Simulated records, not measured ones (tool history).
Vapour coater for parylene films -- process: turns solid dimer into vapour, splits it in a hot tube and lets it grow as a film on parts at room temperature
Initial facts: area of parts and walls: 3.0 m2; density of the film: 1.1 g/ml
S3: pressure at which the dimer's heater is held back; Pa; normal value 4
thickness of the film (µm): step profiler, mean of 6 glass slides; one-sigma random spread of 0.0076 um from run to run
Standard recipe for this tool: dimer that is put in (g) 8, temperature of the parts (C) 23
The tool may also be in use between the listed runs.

{"run": 1, "hour": 0.0, "dimer that is put in (g)": 8, "temperature of the parts (C)": 23, "S3": 4, "thickness of the film (µm)": 1.222}
{"run": 2, "hour": 42.0, "dimer that is put in (g)": 8, "temperature of the parts (C)": 18, "S3": 4, "thickness of the film (µm)": 1.412}
{"run": 3, "hour": 79.4, "dimer that is put in (g)": 8, "temperature of the parts (C)": 18, "S3": 4, "thickness of the film (µm)": 1.413}
{"run": 4, "hour": 142.0, "dimer that is put in (g)": 8, "temperature of the parts (C)": 23, "S3": 4, "thickness of the film (µm)": 1.208}
{"run": 5, "hour": 204.5, "dimer that is put in (g)": 6, "temperature of the parts (C)": 23, "S3": 4, "thickness of the film (µm)": 0.92}
{"run": 6, "hour": 264.5, "dimer that is put in (g)": 6, "temperature of the parts (C)": 23, "S3": 4, "thickness of the film (µm)": 0.921}
{"run": 7, "hour": 303.2, "dimer that is put in (g)": 8, "temperature of the parts (C)": 23, "S3": 4, "thickness of the film (µm)": 1.227}
{"run": 8, "hour": 350.2, "dimer that is put in (g)": 8, "temperature of the parts (C)": 27, "S3": 4, "thickness of the film (µm)": 1.098}
{"run": 9, "hour": 416.2, "dimer that is put in (g)": 8, "temperature of the parts (C)": 27, "S3": 4, "thickness of the film (µm)": 1.082}
{"run": 10, "hour": 458.4, "dimer that is put in (g)": 8, "temperature of the parts (C)": 23, "S3": 4, "thickness of the film (µm)": 1.224}
{"run": 11, "hour": 505.1, "dimer that is put in (g)": 8, "temperature of the parts (C)": 23, "S3": 4, "thickness of the film (µm)": 1.225}
{"run": 12, "hour": 549.3, "dimer that is put in (g)": 4, "temperature of the parts (C)": 23, "S3": 4, "thickness of the film (µm)": 0.608}
{"hour": 612.1, "done": "trap's valve overhauled"}
{"run": 13, "hour": 618.5, "dimer that is put in (g)": 4, "temperature of the parts (C)": 23, "S3": 4, "thickness of the film (µm)": 0.611}
{"run": 14, "hour": 677.2, "dimer that is put in (g)": 4, "temperature of the parts (C)": 30, "S3": 4, "thickness of the film (µm)": 0.505}
{"run": 15, "hour": 706.9, "dimer that is put in (g)": 9, "temperature of the parts (C)": 30, "S3": 4, "thickness of the film (µm)": 1.124}
{"run": 16, "hour": 766.9, "dimer that is put in (g)": 8, "temperature of the parts (C)": 28, "S3": 4, "thickness of the film (µm)": 1.057}
{"run": 17, "hour": 828.0, "dimer that is put in (g)": 8, "temperature of the parts (C)": 28, "S3": 4, "thickness of the film (µm)": 1.048}
{"run": 18, "hour": 874.4, "dimer that is put in (g)": 8, "temperature of the parts (C)": 28, "S3": 4, "thickness of the film (µm)": 1.067}
{"run": 19, "hour": 933.2, "dimer that is put in (g)": 8, "temperature of the parts (C)": 28, "S3": 4, "thickness of the film (µm)": 1.066}
{"run": 20, "hour": 977.3, "dimer that is put in (g)": 8, "temperature of the parts (C)": 23, "S3": 10.77, "thickness of the film (µm)": 1.076}
{"run": 21, "hour": 1017.7, "dimer that is put in (g)": 8, "temperature of the parts (C)": 23, "S3": 4, "thickness of the film (µm)": 1.216}
{"run": 22, "hour": 1073.6, "dimer that is put in (g)": 8, "temperature of the parts (C)": 23, "S3": 4, "thickness of the film (µm)": 1.225}
{"run": 23, "hour": 1114.0, "dimer that is put in (g)": 8, "temperature of the parts (C)": 23, "S3": 4.46, "thickness of the film (µm)": 1.207}
{"run": 24, "hour": 1142.8, "dimer that is put in (g)": 8, "temperature of the parts (C)": 23, "S3": 4.46, "thickness of the film (µm)": 1.206}
{"run": 25, "hour": 1206.7, "dimer that is put in (g)": 8, "temperature of the parts (C)": 35, "S3": 2.37, "thickness of the film (µm)": 0.916}
{"run": 26, "hour": 1254.4, "dimer that is put in (g)": 8, "temperature of the parts (C)": 35, "S3": 2.37, "thickness of the film (µm)": 0.907}
{"run": 27, "hour": 1321.6, "dimer that is put in (g)": 7, "temperature of the parts (C)": 23, "S3": 9.23, "thickness of the film (µm)": 0.979}
{"run": 28, "hour": 1365.3, "dimer that is put in (g)": 8, "temperature of the parts (C)": 33, "S3": 5.18, "thickness of the film (µm)": 0.889}
{"run": 29, "hour": 1398.1, "dimer that is put in (g)": 8, "temperature of the parts (C)": 33, "S3": 5.18, "thickness of the film (µm)": 0.896}
{"hour": 1424.7, "done": "trap's valve overhauled"}
{"run": 30, "hour": 1450.8, "dimer that is put in (g)": 10, "temperature of the parts (C)": 19, "S3": 5.18, "thickness of the film (µm)": 1.676}
{"run": 31, "hour": 1504.8, "dimer that is put in (g)": 10, "temperature of the parts (C)": 19, "S3": 5.18, "thickness of the film (µm)": 1.672}
{"run": 32, "hour": 1567.5, "dimer that is put in (g)": 5, "temperature of the parts (C)": 15, "S3": 4.38, "thickness of the film (µm)": 0.951}
{"run": 33, "hour": 1618.7, "dimer that is put in (g)": 4, "temperature of the parts (C)": 28, "S3": 2.89, "thickness of the film (µm)": 0.556}

Expected results for the next run?
{"run": 34, "hour": 1658.6, "dimer that is put in (g)": 4, "temperature of the parts (C)": 28, "S3": 2.89, "thickness of the film (µm)": "?"}

{"run 34": {"thickness of the film (µm)": 0.543}}
With no hidden state in the tool, this same run would have given thickness of the film (µm) 0.543.
